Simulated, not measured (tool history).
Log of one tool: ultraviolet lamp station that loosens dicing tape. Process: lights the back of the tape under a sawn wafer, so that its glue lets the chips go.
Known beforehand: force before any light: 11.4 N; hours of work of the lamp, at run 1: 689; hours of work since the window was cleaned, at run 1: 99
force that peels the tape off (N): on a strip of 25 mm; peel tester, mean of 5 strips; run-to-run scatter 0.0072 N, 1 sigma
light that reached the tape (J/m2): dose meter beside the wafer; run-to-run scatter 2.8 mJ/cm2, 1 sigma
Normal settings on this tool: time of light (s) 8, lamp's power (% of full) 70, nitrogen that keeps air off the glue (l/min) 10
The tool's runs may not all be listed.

run	hour	time of light (s)	lamp's power (% of full)	nitrogen that keeps air off the glue (l/min)	hours of work of the lamp	hours of work since the window was cleaned	force that peels the tape off (N)	light that reached the tape (J/m2)
1	0.0	8	70	10	689	99	0.265	4010
# hour 3.3: lamp changed
2	36.3	8	70	10	16	117	0.249	3940
3	67.2	8	70	10	32	132	0.255	4000
4	99.2	8	70	10	47	148	0.265	3990
5	130.7	8	70	10	63	163	0.255	3990
6	165.1	8	70	10	80	180	0.260	4000
7	189.5	8	70	10	92	192	0.256	3950
8	227.1	8	70	10	111	211	0.259	4000
9	258.9	8	70	10	126	227	0.256	4000
10	293.7	8	70	10	143	244	0.237	3980
11	312.4	8	70	10	153	253	0.256	4000
12	338.7	8	86	13	166	266	0.148	4920
13	365.0	8	71	13	179	279	0.221	4090
14	400.6	8	71	5	196	297	0.394	4060
15	424.7	8	70	7	208	308	0.315	3950
16	460.3	8	70	7	226	326	0.329	4000
17	493.4	8	90	10	242	342	0.158	5140
18	519.7	10	70	10	255	355	0.167	5010
19	552.7	10	70	10	271	372	0.162	4960
20	570.3	15	74	19	280	380	0.105	7920
21	609.7	15	70	19	299	400	0.110	7490
22	632.9	15	70	10	311	411	0.109	7410

4 options for the next run, each taken on its own from the tool as it stands now. Forecast them:
# hour 646.1: window cleaned of glue's vapour
A	652.7	7	68	10	320	3	?	?
# hour 646.1: window cleaned of glue's vapour
B	652.7	15	70	3	320	3	?	?
# hour 646.1: window cleaned of glue's vapour
C	652.7	7	67	4	320	3	?	?
# hour 646.1: window cleaned of glue's vapour
D	652.7	8	62	8	320	3	?	?

run	force that peels the tape off (N)	light that reached the tape (J/m2)
A	0.406	3430
B	0.133	7420
C	0.739	3330
D	0.395	3570
The same runs, with their run-to-run variation unchanged, on a tool lacking any hidden condition would have given:
run	force that peels the tape off (N)	light that reached the tape (J/m2)
A	0.404	3440
B	0.133	7430
C	0.737	3330
D	0.394	3570
